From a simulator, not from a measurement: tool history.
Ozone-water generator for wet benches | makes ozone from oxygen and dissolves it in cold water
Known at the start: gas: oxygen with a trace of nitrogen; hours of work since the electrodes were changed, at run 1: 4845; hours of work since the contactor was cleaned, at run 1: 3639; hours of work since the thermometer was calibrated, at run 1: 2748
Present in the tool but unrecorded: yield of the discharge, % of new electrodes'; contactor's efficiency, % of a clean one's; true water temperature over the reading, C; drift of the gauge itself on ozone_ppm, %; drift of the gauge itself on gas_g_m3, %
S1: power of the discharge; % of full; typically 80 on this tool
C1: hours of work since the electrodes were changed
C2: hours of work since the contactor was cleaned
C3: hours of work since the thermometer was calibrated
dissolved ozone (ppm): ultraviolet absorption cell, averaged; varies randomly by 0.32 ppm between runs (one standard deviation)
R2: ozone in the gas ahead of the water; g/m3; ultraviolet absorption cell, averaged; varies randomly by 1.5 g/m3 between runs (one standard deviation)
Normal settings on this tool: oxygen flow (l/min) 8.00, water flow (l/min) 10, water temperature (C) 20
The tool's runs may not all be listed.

run 1 hour=0.0 | S1=80 oxygen_flow_(l/min)=8.00 water_flow_(l/min)=10 water_temperature_(C)=20 | C1=4845 C2=3639 C3=2748 | dissolved_ozone_(ppm)=41.6 R2=234.5
run 2 hour=120.7 | S1=80 oxygen_flow_(l/min)=8.00 water_flow_(l/min)=10 water_temperature_(C)=20 | C1=4950 C2=3745 C3=2853 | dissolved_ozone_(ppm)=41.6 R2=233.1
-- hour=234.1 water thermometer calibrated
run 3 hour=234.1 | S1=80 oxygen_flow_(l/min)=8.00 water_flow_(l/min)=10 water_temperature_(C)=20 | C1=5049 C2=3843 C3=0 | dissolved_ozone_(ppm)=41.0 R2=233.3
run 4 hour=324.0 | S1=80 oxygen_flow_(l/min)=8.00 water_flow_(l/min)=10 water_temperature_(C)=20 | C1=5128 C2=3922 C3=79 | dissolved_ozone_(ppm)=40.9 R2=231.3
run 5 hour=469.1 | S1=80 oxygen_flow_(l/min)=10.81 water_flow_(l/min)=10 water_temperature_(C)=20 | C1=5254 C2=4049 C3=205 | dissolved_ozone_(ppm)=38.0 R2=201.4
run 6 hour=587.3 | S1=80 oxygen_flow_(l/min)=10.81 water_flow_(l/min)=10 water_temperature_(C)=20 | C1=5358 C2=4152 C3=309 | dissolved_ozone_(ppm)=38.3 R2=201.7
run 7 hour=692.2 | S1=80 oxygen_flow_(l/min)=10.81 water_flow_(l/min)=10 water_temperature_(C)=20 | C1=5449 C2=4244 C3=400 | dissolved_ozone_(ppm)=38.2 R2=202.7
run 8 hour=782.2 | S1=80 oxygen_flow_(l/min)=10.81 water_flow_(l/min)=9 water_temperature_(C)=20 | C1=5528 C2=4322 C3=479 | dissolved_ozone_(ppm)=39.4 R2=200.3
run 9 hour=932.6 | S1=80 oxygen_flow_(l/min)=10.81 water_flow_(l/min)=9 water_temperature_(C)=20 | C1=5659 C2=4454 C3=610 | dissolved_ozone_(ppm)=39.9 R2=198.6
run 10 hour=1095.0 | S1=80 oxygen_flow_(l/min)=10.81 water_flow_(l/min)=9 water_temperature_(C)=20 | C1=5801 C2=4596 C3=752 | dissolved_ozone_(ppm)=39.1 R2=198.2
run 11 hour=1264.5 | S1=80 oxygen_flow_(l/min)=8.00 water_flow_(l/min)=14 water_temperature_(C)=20 | C1=5949 C2=4744 C3=900 | dissolved_ozone_(ppm)=32.9 R2=223.5
run 12 hour=1365.3 | S1=80 oxygen_flow_(l/min)=8.00 water_flow_(l/min)=14 water_temperature_(C)=20 | C1=6037 C2=4832 C3=988 | dissolved_ozone_(ppm)=33.0 R2=223.5
run 13 hour=1467.2 | S1=80 oxygen_flow_(l/min)=8.00 water_flow_(l/min)=14 water_temperature_(C)=20 | C1=6126 C2=4921 C3=1077 | dissolved_ozone_(ppm)=32.9 R2=221.4
run 14 hour=1609.4 | S1=80 oxygen_flow_(l/min)=8.00 water_flow_(l/min)=14 water_temperature_(C)=20 | C1=6251 C2=5045 C3=1202 | dissolved_ozone_(ppm)=32.2 R2=219.1
-- hour=1620.7 contactor cleaned
run 15 hour=1719.5 | S1=80 oxygen_flow_(l/min)=8.00 water_flow_(l/min)=14 water_temperature_(C)=20 | C1=6343 C2=86 C3=1294 | dissolved_ozone_(ppm)=32.0 R2=219.4
run 16 hour=1846.1 | S1=80 oxygen_flow_(l/min)=8.00 water_flow_(l/min)=10 water_temperature_(C)=20 | C1=6454 C2=197 C3=1405 | dissolved_ozone_(ppm)=38.0 R2=217.0
-- hour=1885.2 contactor cleaned, once more
run 17 hour=2003.1 | S1=80 oxygen_flow_(l/min)=8.00 water_flow_(l/min)=10 water_temperature_(C)=20 | C1=6588 C2=103 C3=1538 | dissolved_ozone_(ppm)=39.0 R2=217.5
run 18 hour=2108.2 | S1=65 oxygen_flow_(l/min)=8.00 water_flow_(l/min)=8 water_temperature_(C)=20 | C1=6679 C2=195 C3=1630 | dissolved_ozone_(ppm)=38.9 R2=197.4
run 19 hour=2208.7 | S1=48 oxygen_flow_(l/min)=8.00 water_flow_(l/min)=9 water_temperature_(C)=20 | C1=6767 C2=283 C3=1718 | dissolved_ozone_(ppm)=32.6 R2=175.5
run 20 hour=2337.7 | S1=96 oxygen_flow_(l/min)=4.81 water_flow_(l/min)=10 water_temperature_(C)=20 | C1=6880 C2=395 C3=1831 | dissolved_ozone_(ppm)=43.2 R2=288.1
run 21 hour=2414.2 | S1=48 oxygen_flow_(l/min)=7.07 water_flow_(l/min)=9 water_temperature_(C)=14 | C1=6947 C2=462 C3=1898 | dissolved_ozone_(ppm)=38.0 R2=182.0
run 22 hour=2540.0 | S1=79 oxygen_flow_(l/min)=7.07 water_flow_(l/min)=9 water_temperature_(C)=14 | C1=7057 C2=572 C3=2008 | dissolved_ozone_(ppm)=45.8 R2=222.5
run 23 hour=2706.0 | S1=80 oxygen_flow_(l/min)=4.04 water_flow_(l/min)=6 water_temperature_(C)=20 | C1=7202 C2=717 C3=2153 | dissolved_ozone_(ppm)=52.0 R2=281.8
run 24 hour=2851.4 | S1=80 oxygen_flow_(l/min)=8.00 water_flow_(l/min)=10 water_temperature_(C)=15 | C1=7329 C2=844 C3=2280 | dissolved_ozone_(ppm)=41.8 R2=208.8
run 25 hour=3013.0 | S1=91 oxygen_flow_(l/min)=8.00 water_flow_(l/min)=10 water_temperature_(C)=14 | C1=7470 C2=985 C3=2421 | dissolved_ozone_(ppm)=44.6 R2=221.3
run 26 hour=3128.3 | S1=89 oxygen_flow_(l/min)=5.41 water_flow_(l/min)=6 water_temperature_(C)=19 | C1=7571 C2=1086 C3=2522 | dissolved_ozone_(ppm)=52.6 R2=254.4
run 27 hour=3252.0 | S1=89 oxygen_flow_(l/min)=11.25 water_flow_(l/min)=6 water_temperature_(C)=14 | C1=7679 C2=1194 C3=2630 | dissolved_ozone_(ppm)=50.4 R2=185.3
run 28 hour=3326.1 | S1=89 oxygen_flow_(l/min)=13.02 water_flow_(l/min)=6 water_temperature_(C)=16 | C1=7743 C2=1259 C3=2694 | dissolved_ozone_(ppm)=45.1 R2=173.7
run 29 hour=3426.1 | S1=70 oxygen_flow_(l/min)=10.51 water_flow_(l/min)=8 water_temperature_(C)=14 | C1=7831 C2=1346 C3=2782 | dissolved_ozone_(ppm)=42.2 R2=172.6
run 30 hour=3575.7 | S1=70 oxygen_flow_(l/min)=10.51 water_flow_(l/min)=8 water_temperature_(C)=14 | C1=7961 C2=1477 C3=2912 | dissolved_ozone_(ppm)=41.3 R2=172.0
-- hour=3620.7 water thermometer calibrated
run 31 hour=3662.9 | S1=53 oxygen_flow_(l/min)=7.86 water_flow_(l/min)=7 water_temperature_(C)=14 | C1=8037 C2=1553 C3=37 | dissolved_ozone_(ppm)=41.1 R2=173.4
run 32 hour=3777.6 | S1=80 oxygen_flow_(l/min)=8.00 water_flow_(l/min)=10 water_temperature_(C)=14 | C1=8137 C2=1653 C3=137 | dissolved_ozone_(ppm)=41.3 R2=202.0
run 33 hour=3865.0 | S1=60 oxygen_flow_(l/min)=4.69 water_flow_(l/min)=11 water_temperature_(C)=25 | C1=8214 C2=1729 C3=213 | dissolved_ozone_(ppm)=28.9 R2=228.4
run 34 hour=3973.8 | S1=80 oxygen_flow_(l/min)=8.00 water_flow_(l/min)=7 water_temperature_(C)=24 | C1=8309 C2=1824 C3=308 | dissolved_ozone_(ppm)=37.1 R2=198.0

Describe how what the log doesn't record of the tool's condition differs between the last listed run preceding each entry between runs and the first listed run following it.
From run 2 to run 3: water thermometer calibrated (hour 234.1)
  yield of the discharge, % of new electrodes': 83.1 -> 82.7; contactor's efficiency, % of a clean one's: 95.2 -> 95.1; true water temperature over the reading, C: 0.08 -> 0.04
  measured less the result without the state, dissolved ozone (ppm): -10.2 -> -10.2; R2: -50.8 -> -52.2 g/m3
From run 14 to run 15: contactor cleaned (hour 1620.7)
  yield of the discharge, % of new electrodes': 78.6 -> 78.2; contactor's efficiency, % of a clean one's: 93.6 -> 91.6; true water temperature over the reading, C: 0.06 -> 0.07
  measured less the result without the state, dissolved ozone (ppm): -10.7 -> -11.4; R2: -64.3 -> -65.5 g/m3
From run 16 to run 17: contactor cleaned, once more (hour 1885.2)
  yield of the discharge, % of new electrodes': 77.8 -> 77.3; contactor's efficiency, % of a clean one's: 91.5 -> 99.6
  measured less the result without the state, dissolved ozone (ppm): -13.4 -> -12.3; R2: -66.5 -> -68.5 g/m3
From run 30 to run 31: water thermometer calibrated (hour 3620.7)
  yield of the discharge, % of new electrodes': 72.5 -> 72.3; contactor's efficiency, % of a clean one's: 97.9 -> 97.8; true water temperature over the reading, C: 0.1 -> 0.07
  measured less the result without the state, dissolved ozone (ppm): -16.1 -> -13.9; R2: -64.9 -> -57.2 g/m3
